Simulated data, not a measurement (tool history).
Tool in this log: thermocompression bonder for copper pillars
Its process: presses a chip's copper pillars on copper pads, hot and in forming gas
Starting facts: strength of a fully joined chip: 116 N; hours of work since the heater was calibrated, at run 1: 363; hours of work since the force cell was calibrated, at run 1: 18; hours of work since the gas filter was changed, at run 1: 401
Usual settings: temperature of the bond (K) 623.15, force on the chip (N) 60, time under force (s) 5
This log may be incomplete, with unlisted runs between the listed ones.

run   hour  temperature of the bond (K)  force on the chip (N)  time under force (s)  hours of work since the heater was calibrated  hours of work since the force cell was calibrated  hours of work since the gas filter was changed  force that shears a chip off (N)
  1      0                       623.15                     60                     5                                            363                                                 18                                             401                              49.2
  2    6.8                       623.15                     60                     5                                            366                                                 20                                             404                              49.4
  3   19.2                       623.15                     60                     5                                            371                                                 26                                             409                              49.5
  4   32.6                       623.15                     88                     5                                            377                                                 31                                             414                              59.5
  5   45.4                       623.15                     88                     5                                            382                                                 36                                             420                                59
  6   59.8                       623.15                     88                     5                                            388                                                 42                                             426                              59.5
      67.8  -- forming gas filter changed
  7   73.9                       623.15                     88                     5                                            394                                                 48                                               3                              63.3
      76.9  -- heater calibrated with a thermocouple chip
  8   91.1                       623.15                     88                     5                                              6                                                 54                                               9                              63.3
  9  100.1                       623.15                     60                     5                                             10                                                 58                                              13                              52.6
 10  114.8                       623.15                     60                     5                                             16                                                 64                                              19                              52.4
     128.8  -- heater calibrated with a thermocouple chip, once more
 11  130.8                       623.15                     60                     5                                              1                                                 70                                              25                              52.3
 12  143.6                       623.15                     60                     5                                              6                                                 75                                              30                              51.7
 13  153.4                       623.15                     60                     5                                             10                                                 79                                              34                              52.4
 14  167.1                       600.15                     83                     5                                             16                                                 85                                              40                              51.1
 15  181.4                       623.15                     60                     4                                             22                                                 91                                              46                              48.2
 16  193.7                       608.15                     86                    11                                             27                                                 96                                              51                              70.8
 17  201.4                       623.15                     86                     4                                             30                                                 99                                              54                              57.2
 18  215.3                       623.15                     86                     4                                             36                                                105                                              60                                57

Alternative continuations, all from the tool just after run 18; predict every row:
  A  231.3                       623.15                     60                     4                                             43                                                112                                              66                                 ?
  B  231.3                       597.15                     61                     4                                             43                                                112                                              66                                 ?
  C  231.3                       595.15                     60                    12                                             43                                                112                                              66                                 ?

run  force that shears a chip off (N)
  A                              48.1
  B                              38.9
  C                              57.5
With the hidden condition removed and each run's random variation left untouched, the same runs would have given:
run  force that shears a chip off (N)
  A                              48.2
  B                              38.9
  C                              57.7

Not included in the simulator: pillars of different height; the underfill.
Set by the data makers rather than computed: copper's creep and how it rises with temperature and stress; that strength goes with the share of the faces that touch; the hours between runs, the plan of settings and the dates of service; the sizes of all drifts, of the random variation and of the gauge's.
